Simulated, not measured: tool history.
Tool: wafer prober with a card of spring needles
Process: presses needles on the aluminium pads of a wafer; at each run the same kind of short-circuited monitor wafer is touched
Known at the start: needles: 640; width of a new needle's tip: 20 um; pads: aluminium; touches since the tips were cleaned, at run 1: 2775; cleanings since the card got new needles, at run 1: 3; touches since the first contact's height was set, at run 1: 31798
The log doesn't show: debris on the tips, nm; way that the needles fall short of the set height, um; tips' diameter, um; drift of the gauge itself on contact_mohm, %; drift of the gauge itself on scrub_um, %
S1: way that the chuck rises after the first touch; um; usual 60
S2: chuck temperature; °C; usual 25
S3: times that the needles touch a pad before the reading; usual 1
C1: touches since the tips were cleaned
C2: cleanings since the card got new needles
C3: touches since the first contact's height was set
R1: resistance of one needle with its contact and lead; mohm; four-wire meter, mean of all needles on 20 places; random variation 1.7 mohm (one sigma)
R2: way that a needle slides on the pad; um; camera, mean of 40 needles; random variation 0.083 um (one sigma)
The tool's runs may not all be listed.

run 1 day=0.000 | S1=60 S2=25 S3=1 | C1=2775 C2=3 C3=31798 | R1=220 R2=12.53
-- day=1.054 tips cleaned on abrasive film
run 2 day=1.650 | S1=60 S2=25 S3=1 | C1=3519 C2=4 C3=41472 | R1=233 R2=12.48
-- day=2.579 tips cleaned on abrasive film
run 3 day=2.946 | S1=60 S2=25 S3=1 | C1=2151 C2=5 C3=49054 | R1=222 R2=12.63
run 4 day=3.917 | S1=60 S2=25 S3=1 | C1=7857 C2=5 C3=54760 | R1=273 R2=12.48
-- day=4.071 tips cleaned on abrasive film
-- day=5.546 tips cleaned on abrasive film
run 5 day=5.546 | S1=60 S2=25 S3=1 | C1=0 C2=7 C3=64284 | R1=187 R2=12.60
run 6 day=6.292 | S1=60 S2=25 S3=1 | C1=4369 C2=7 C3=68653 | R1=252 R2=12.52
-- day=7.100 tips cleaned on abrasive film
run 7 day=7.504 | S1=60 S2=25 S3=1 | C1=2362 C2=8 C3=75747 | R1=224 R2=12.58
run 8 day=8.258 | S1=60 S2=25 S3=1 | C1=6792 C2=8 C3=80177 | R1=264 R2=12.40
-- day=8.592 tips cleaned on abrasive film
run 9 day=9.008 | S1=60 S2=25 S3=1 | C1=2426 C2=9 C3=84547 | R1=220 R2=12.52
-- day=10.108 tips cleaned on abrasive film
run 10 day=10.533 | S1=64 S2=36 S3=1 | C1=2498 C2=10 C3=93484 | R1=224 R2=13.15
-- day=11.658 tips cleaned on abrasive film
run 11 day=11.700 | S1=64 S2=36 S3=1 | C1=254 C2=11 C3=100322 | R1=194 R2=13.22
run 12 day=12.571 | S1=69 S2=42 S3=1 | C1=5355 C2=11 C3=105423 | R1=240 R2=14.35
-- day=13.221 tips cleaned on abrasive film
run 13 day=14.108 | S1=57 S2=42 S3=2 | C1=5216 C2=12 C3=114436 | R1=236 R2=11.66
-- day=14.762 tips cleaned on abrasive film
run 14 day=15.654 | S1=60 S2=68 S3=1 | C1=5229 C2=13 C3=123495 | R1=261 R2=12.31
-- day=16.288 tips cleaned on abrasive film
run 15 day=17.275 | S1=60 S2=54 S3=1 | C1=5808 C2=14 C3=132987 | R1=262 R2=12.22
-- day=17.788 tips cleaned on abrasive film
run 16 day=18.792 | S1=54 S2=54 S3=1 | C1=5906 C2=15 C3=141867 | R1=286 R2=10.94
-- day=19.346 tips cleaned on abrasive film
run 17 day=19.521 | S1=77 S2=46 S3=1 | C1=1021 C2=16 C3=146130 | R1=196 R2=15.81

Hidden state at the last listed run before each entry between runs and at the first one after, where it differs:
Between runs 1 and 2: tips cleaned on abrasive film (day 1.054)
  debris on the tips, nm: 33.9 -> 45.2; way that the needles fall short of the set height, um: 0.35 -> 0.48; tips' diameter, um: 20.12 -> 20.17
  measured less the result without the state, R1: +43 -> +57 mohm; R2: -0.08 -> -0.10 um
Between runs 2 and 3: tips cleaned on abrasive film (day 2.579)
  debris on the tips, nm: 45.2 -> 36.2; way that the needles fall short of the set height, um: 0.48 -> 0.63; tips' diameter, um: 20.17 -> 20.22
  measured less the result without the state, R1: +57 -> +47 mohm; R2: -0.10 -> -0.13 um
Between runs 4 and 5: tips cleaned on abrasive film (day 4.071); tips cleaned on abrasive film (day 5.546)
  debris on the tips, nm: 72.8 -> 8.4; way that the needles fall short of the set height, um: 0.63 -> 0.9; tips' diameter, um: 20.22 -> 20.32
  measured less the result without the state, R1: +94 -> +11 mohm; R2: -0.13 -> -0.19 um
Between runs 6 and 7: tips cleaned on abrasive film (day 7.100)
  debris on the tips, nm: 55.2 -> 36.4; way that the needles fall short of the set height, um: 0.9 -> 1; tips' diameter, um: 20.32 -> 20.35
  measured less the result without the state, R1: +72 -> +48 mohm; R2: -0.19 -> -0.21 um
Between runs 8 and 9: tips cleaned on abrasive film (day 8.592)
  debris on the tips, nm: 66.8 -> 33.8; way that the needles fall short of the set height, um: 1 -> 1.09; tips' diameter, um: 20.35 -> 20.38
  measured less the result without the state, R1: +87 -> +44 mohm; R2: -0.21 -> -0.23 um
Between runs 9 and 10: tips cleaned on abrasive film (day 10.108)
  debris on the tips, nm: 33.8 -> 38.9; way that the needles fall short of the set height, um: 1.09 -> 1.19; tips' diameter, um: 20.38 -> 20.42
  measured less the result without the state, R1: +44 -> +45 mohm; R2: -0.23 -> -0.25 um
Between runs 10 and 11: tips cleaned on abrasive film (day 11.658)
  debris on the tips, nm: 38.9 -> 12.5; way that the needles fall short of the set height, um: 1.19 -> 1.29; tips' diameter, um: 20.42 -> 20.45
  measured less the result without the state, R1: +45 -> +15 mohm; R2: -0.25 -> -0.27 um
Between runs 12 and 13: tips cleaned on abrasive film (day 13.221)
  debris on the tips, nm: 60.1 -> 58.8; way that the needles fall short of the set height, um: 1.29 -> 1.42; tips' diameter, um: 20.45 -> 20.5
  measured less the result without the state, R1: +60 -> +51 mohm; R2: -0.28 -> -0.29 um
Between runs 13 and 14: tips cleaned on abrasive film (day 14.762)
  debris on the tips, nm: 58.8 -> 58.2; way that the needles fall short of the set height, um: 1.42 -> 1.55; tips' diameter, um: 20.5 -> 20.54
  measured less the result without the state, R1: +51 -> +74 mohm; R2: -0.29 -> -0.33 um
Between runs 14 and 15: tips cleaned on abrasive film (day 16.288)
  debris on the tips, nm: 58.2 -> 61.1; way that the needles fall short of the set height, um: 1.55 -> 1.66; tips' diameter, um: 20.54 -> 20.58
  measured less the result without the state, R1: +74 -> +80 mohm; R2: -0.33 -> -0.35 um
Between runs 15 and 16: tips cleaned on abrasive film (day 17.788)
  debris on the tips, nm: 61.1 -> 60.7; way that the needles fall short of the set height, um: 1.66 -> 1.78; tips' diameter, um: 20.58 -> 20.62
  measured less the result without the state, R1: +80 -> +99 mohm; R2: -0.35 -> -0.37 um
Between runs 16 and 17: tips cleaned on abrasive film (day 19.346)
  debris on the tips, nm: 60.7 -> 23.8; way that the needles fall short of the set height, um: 1.78 -> 1.91; tips' diameter, um: 20.62 -> 20.67
  measured less the result without the state, R1: +99 -> +20 mohm; R2: -0.37 -> -0.41 um
